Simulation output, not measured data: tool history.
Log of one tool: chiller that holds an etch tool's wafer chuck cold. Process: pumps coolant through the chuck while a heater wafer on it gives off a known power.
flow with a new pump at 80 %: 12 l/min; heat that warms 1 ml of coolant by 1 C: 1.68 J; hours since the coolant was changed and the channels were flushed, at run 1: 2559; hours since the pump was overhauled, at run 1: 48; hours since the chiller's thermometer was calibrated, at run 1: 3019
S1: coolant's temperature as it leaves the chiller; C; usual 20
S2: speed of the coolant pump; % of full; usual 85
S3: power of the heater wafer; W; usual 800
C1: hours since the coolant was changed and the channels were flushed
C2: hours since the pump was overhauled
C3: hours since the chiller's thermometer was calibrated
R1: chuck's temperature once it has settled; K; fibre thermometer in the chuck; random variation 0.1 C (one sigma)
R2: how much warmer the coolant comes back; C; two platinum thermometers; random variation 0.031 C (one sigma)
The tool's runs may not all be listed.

run 1 day=0 | S1=20 S2=85 S3=800 | C1=2559 C2=48 C3=3019 | R1=304.45 R2=2.2
run 2 day=2.271 | S1=20 S2=72 S3=800 | C1=2613 C2=103 C3=3073 | R1=306.15 R2=2.7
run 3 day=5.312 | S1=20 S2=72 S3=800 | C1=2686 C2=176 C3=3146 | R1=306.15 R2=2.74
run 4 day=8.054 | S1=20 S2=85 S3=1135 | C1=2752 C2=242 C3=3212 | R1=309.25 R2=3.21
run 5 day=9.708 | S1=20 S2=85 S3=1135 | C1=2792 C2=281 C3=3252 | R1=309.25 R2=3.23
run 6 day=11.188 | S1=20 S2=72 S3=800 | C1=2827 C2=317 C3=3287 | R1=306.65 R2=2.67
run 7 day=14.112 | S1=20 S2=72 S3=800 | C1=2898 C2=387 C3=3357 | R1=306.25 R2=2.75
run 8 day=17.012 | S1=20 S2=72 S3=800 | C1=2967 C2=457 C3=3427 | R1=306.55 R2=2.72
run 9 day=18.346 | S1=20 S2=72 S3=800 | C1=2999 C2=489 C3=3459 | R1=306.55 R2=2.78
-- day=18.912 chiller's thermometer calibrated
run 10 day=21.162 | S1=20 S2=85 S3=800 | C1=3066 C2=555 C3=54 | R1=303.95 R2=2.26
run 11 day=22.967 | S1=20 S2=86 S3=800 | C1=3109 C2=599 C3=97 | R1=303.95 R2=2.23
run 12 day=25.167 | S1=20 S2=86 S3=800 | C1=3162 C2=651 C3=150 | R1=304.05 R2=2.27
run 13 day=26.85 | S1=20 S2=86 S3=800 | C1=3202 C2=692 C3=191 | R1=304.15 R2=2.23
run 14 day=28.925 | S1=24 S2=85 S3=800 | C1=3252 C2=742 C3=240 | R1=308.15 R2=2.3
run 15 day=30.225 | S1=24 S2=85 S3=800 | C1=3283 C2=773 C3=271 | R1=308.15 R2=2.3
run 16 day=32.854 | S1=24 S2=85 S3=800 | C1=3346 C2=836 C3=335 | R1=308.35 R2=2.33
run 17 day=34.525 | S1=24 S2=85 S3=800 | C1=3387 C2=876 C3=375 | R1=308.45 R2=2.32
run 18 day=37.333 | S1=18 S2=94 S3=764 | C1=3454 C2=943 C3=442 | R1=301.25 R2=1.98
run 19 day=39.575 | S1=18 S2=94 S3=764 | C1=3508 C2=997 C3=496 | R1=301.15 R2=1.98
run 20 day=40.954 | S1=20 S2=74 S3=800 | C1=3541 C2=1030 C3=529 | R1=305.85 R2=2.68
run 21 day=43.062 | S1=13 S2=92 S3=529 | C1=3591 C2=1081 C3=580 | R1=293.25 R2=1.47

Forecast each of these 4 alternatives for the next run:
run A day=45.85 | S1=20 S2=85 S3=1138 | C1=3658 C2=1148 C3=647 | R1=? R2=?
run B day=45.85 | S1=13 S2=62 S3=723 | C1=3658 C2=1148 C3=647 | R1=? R2=?
run C day=45.85 | S1=13 S2=92 S3=529 | C1=3658 C2=1148 C3=647 | R1=? R2=?
run D day=45.85 | S1=19 S2=62 S3=408 | C1=3658 C2=1148 C3=647 | R1=? R2=?

run=A R1=309.45 R2=3.3
run=B R1=299.55 R2=3.05
run=C R1=293.45 R2=1.41
run=D R1=299.65 R2=1.69
Without the tool's hidden state the same runs would have given:
run=A R1=306.65 R2=3.14
run=B R1=297.25 R2=2.9
run=C R1=292.15 R2=1.34
run=D R1=298.35 R2=1.6
